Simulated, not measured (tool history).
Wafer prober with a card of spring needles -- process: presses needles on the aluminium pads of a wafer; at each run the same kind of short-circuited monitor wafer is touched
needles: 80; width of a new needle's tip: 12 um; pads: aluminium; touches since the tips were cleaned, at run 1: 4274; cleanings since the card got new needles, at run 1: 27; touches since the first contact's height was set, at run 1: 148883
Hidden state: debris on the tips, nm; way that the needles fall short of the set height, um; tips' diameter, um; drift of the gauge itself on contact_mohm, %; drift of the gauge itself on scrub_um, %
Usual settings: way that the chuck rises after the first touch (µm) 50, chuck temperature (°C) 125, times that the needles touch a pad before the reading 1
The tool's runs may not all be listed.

| run | hour | way that the chuck rises after the first touch (µm) | chuck temperature (°C) | times that the needles touch a pad before the reading | touches since the tips were cleaned | cleanings since the card got new needles | touches since the first contact's height was set | resistance of one needle with its contact and lead (mohm) | way that a needle slides on the pad (µm) |
|---|---|---|---|---|---|---|---|---|---|
| 1 | 0.0 | 50 | 125 | 1 | 4274 | 27 | 148883 | 236 | 9.54 |
|  | 1.9 | tips cleaned on abrasive film |
| 2 | 16.8 | 50 | 125 | 1 | 4064 | 28 | 153439 | 238 | 9.35 |
|  | 20.5 | tips cleaned on abrasive film |
|  | 38.0 | tips cleaned on abrasive film |
| 3 | 38.0 | 50 | 125 | 1 | 0 | 30 | 159195 | 204 | 9.53 |
|  | 56.8 | tips cleaned on abrasive film |
| 4 | 57.5 | 50 | 125 | 1 | 190 | 31 | 164512 | 201 | 9.41 |
| 5 | 71.8 | 50 | 125 | 1 | 4093 | 31 | 168415 | 238 | 9.46 |
|  | 74.7 | tips cleaned on abrasive film |
|  | 92.7 | tips cleaned on abrasive film |
| 6 | 94.0 | 50 | 125 | 1 | 363 | 33 | 174439 | 208 | 9.46 |
|  | 110.5 | tips cleaned on abrasive film |
| 7 | 118.6 | 35 | 125 | 1 | 2223 | 34 | 181137 | 252 | 6.34 |
|  | 128.8 | tips cleaned on abrasive film |
| 8 | 134.9 | 35 | 125 | 1 | 1673 | 35 | 185572 | 247 | 6.38 |
|  | 146.3 | tips cleaned on abrasive film |
| 9 | 149.9 | 35 | 125 | 2 | 983 | 36 | 189627 | 219 | 6.39 |
|  | 164.9 | tips cleaned on abrasive film |
| 10 | 166.3 | 35 | 125 | 2 | 388 | 37 | 194107 | 215 | 6.33 |
| 11 | 177.3 | 35 | 48 | 2 | 3387 | 37 | 197106 | 236 | 6.42 |
|  | 182.9 | tips cleaned on abrasive film |
| 12 | 198.9 | 35 | 48 | 2 | 4393 | 38 | 202991 | 240 | 6.32 |
|  | 202.1 | tips cleaned on abrasive film |
|  | 219.8 | tips cleaned on abrasive film |
| 13 | 220.8 | 35 | 48 | 2 | 275 | 40 | 208927 | 198 | 6.33 |
|  | 239.2 | tips cleaned on abrasive film |
| 14 | 241.3 | 35 | 40 | 2 | 575 | 41 | 214512 | 200 | 6.37 |
| 15 | 256.5 | 35 | 40 | 2 | 4729 | 41 | 218666 | 240 | 6.14 |
|  | 258.6 | tips cleaned on abrasive film |
| 16 | 274.3 | 35 | 40 | 2 | 4288 | 42 | 223498 | 243 | 6.18 |
|  | 276.7 | tips cleaned on abrasive film |
|  | 294.8 | tips cleaned on abrasive film |
| 17 | 296.4 | 40 | 118 | 1 | 441 | 44 | 229489 | 212 | 7.13 |
|  | 312.6 | tips cleaned on abrasive film |
| 18 | 316.2 | 43 | 56 | 1 | 992 | 45 | 234885 | 210 | 7.82 |
|  | 318.4 | height of the first contact set anew |
|  | 330.6 | tips cleaned on abrasive film |
| 19 | 340.6 | 58 | 125 | 1 | 2734 | 46 | 6047 | 222 | 10.41 |
|  | 349.7 | tips cleaned on abrasive film |
| 20 | 363.5 | 58 | 125 | 1 | 3793 | 47 | 12287 | 230 | 10.43 |
|  | 368.5 | tips cleaned on abrasive film |
| 21 | 381.9 | 58 | 125 | 1 | 3671 | 48 | 17291 | 232 | 10.32 |
|  | 386.3 | tips cleaned on abrasive film |
| 22 | 400.2 | 50 | 45 | 1 | 3818 | 49 | 22276 | 233 | 8.86 |
|  | 404.2 | tips cleaned on abrasive film |
|  | 418.8 | height of the first contact set anew, once more |
|  | 422.6 | tips cleaned on abrasive film |
| 23 | 422.6 | 64 | 93 | 3 | 0 | 51 | 1028 | 190 | 12.70 |
| 24 | 439.3 | 64 | 93 | 3 | 4544 | 51 | 5572 | 200 | 12.65 |
|  | 441.0 | tips cleaned on abrasive film |
|  | 458.7 | tips cleaned on abrasive film |
| 25 | 459.8 | 33 | 35 | 1 | 288 | 53 | 11127 | 205 | 6.52 |
|  | 477.5 | tips cleaned on abrasive film |
| 26 | 484.5 | 69 | 125 | 2 | 1902 | 54 | 17862 | 205 | 13.64 |
|  | 496.5 | tips cleaned on abrasive film |
| 27 | 503.6 | 50 | 45 | 1 | 1924 | 55 | 23050 | 210 | 9.86 |
|  | 515.5 | tips cleaned on abrasive film |
| 28 | 518.9 | 50 | 79 | 1 | 924 | 56 | 27216 | 206 | 9.83 |
| 29 | 532.5 | 33 | 79 | 1 | 4644 | 56 | 30936 | 287 | 6.37 |
|  | 534.7 | tips cleaned on abrasive film |
| 30 | 546.3 | 49 | 61 | 1 | 3184 | 57 | 34697 | 219 | 9.57 |

4 options for the next run, each taken on its own from the tool as it stands now. Forecast them:
|  | 552.9 | tips cleaned on abrasive film |
|  | 570.6 | tips cleaned on abrasive film |
| A | 572.0 | 67 | 33 | 2 | 377 | 59 | 41660 | ? | ? |
|  | 552.9 | tips cleaned on abrasive film |
|  | 570.6 | tips cleaned on abrasive film |
| B | 572.0 | 50 | 125 | 2 | 377 | 59 | 41660 | ? | ? |
|  | 552.9 | tips cleaned on abrasive film |
|  | 570.6 | tips cleaned on abrasive film |
| C | 572.0 | 68 | 95 | 1 | 377 | 59 | 41660 | ? | ? |
|  | 552.9 | tips cleaned on abrasive film |
|  | 570.6 | tips cleaned on abrasive film |
| D | 572.0 | 33 | 45 | 2 | 377 | 59 | 41660 | ? | ? |

| run | resistance of one needle with its contact and lead (mohm) | way that a needle slides on the pad (µm) |
|---|---|---|
| A | 182 | 13.09 |
| B | 208 | 9.75 |
| C | 194 | 13.22 |
| D | 201 | 6.42 |
Had the tool no hidden state, the same runs would have come out as:
| run | resistance of one needle with its contact and lead (mohm) | way that a needle slides on the pad (µm) |
|---|---|---|
| A | 178 | 13.25 |
| B | 202 | 9.91 |
| C | 189 | 13.38 |
| D | 188 | 6.58 |
